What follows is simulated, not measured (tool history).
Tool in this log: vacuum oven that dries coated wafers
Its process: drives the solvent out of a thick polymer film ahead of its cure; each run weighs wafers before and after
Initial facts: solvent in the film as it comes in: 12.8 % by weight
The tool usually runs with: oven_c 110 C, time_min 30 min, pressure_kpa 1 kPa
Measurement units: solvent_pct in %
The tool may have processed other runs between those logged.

run    hour  oven_c  time_min  pressure_kpa  solvent_pct
  1       0     110        30             1         1.18
  2      16     110        30             1         1.19
  3    47.5     110        30           2.2         1.77
  4    74.3     110        43             1         0.74
  5    93.7     101        43             1         1.68
  6   128.9     101        43             1         1.58
  7   144.5     101        43             1         1.65
  8   166.5     101        43             1         1.59
  9   183.1     110        30             1         1.12
 10     199     110        30             1         1.14
 11   214.1     110        30             1         1.14
 12   242.4     110        30             1         1.12
 13   276.5     110        30             1         1.21
 14   300.3     117        30             1          0.6
 15   334.9     110        31             1         1.04
 16   353.4     110        31             1         1.11
 17     378     110        31             1         1.13
 18   409.3     110        30          2.93         2.34
 19   431.1     110        30          2.93         2.17
      439.9  -- oven's thermocouples calibrated
 20   466.7     110        23          2.93         2.81
 21   492.2     110        23          2.93         2.67
 22   526.1     110        23          2.93         2.74
 23   546.7     110        30          1.31         1.37
 24   567.4     106        17          1.31         3.42
 25   602.6     106        40          1.31         1.33
 26   618.2     107        30           3.7         3.26
 27   647.2     107        38          0.76         0.93
 28   666.1     110        30          0.51         0.76
 29   688.6     102        30          1.18         2.59
 30   707.1      99        32          0.91         2.69
 31   728.8     122        16          1.22         1.02
 32   759.3     122        19           1.5         0.89
 33   782.8     110        44          0.77         0.63
 34   814.5     110        44          0.77         0.61
 35     851      99        18          0.81          4.6
 36   882.1      99        18          0.81          4.6
 37   910.1      99        18          0.81         4.64
 38   943.8     110        26           3.2         2.64
 39   975.5     115        25           3.2         2.02
 40  1008.3     105        25          0.58            2
 41  1032.2     110        19          3.02         3.15
 42  1056.8     117        45          2.75          1.3
 43  1080.8     110        30          3.53         2.59
 44  1102.3     110        30          3.53         2.64
 45  1135.7     110        30          3.53         2.67
 46  1161.8      99        30          0.81         2.85

Forecast each of these 3 alternatives for the next run:
  A  1197      99        21          2.63            ?
  B  1197     105        25          1.91            ?
  C  1197     120        30          0.81            ?

run  solvent_pct
  A         5.29
  B         2.81
  C         0.38
Stripped of hidden state, with their random variation kept, the same runs would have yielded:
run  solvent_pct
  A         5.29
  B         2.81
  C         0.38
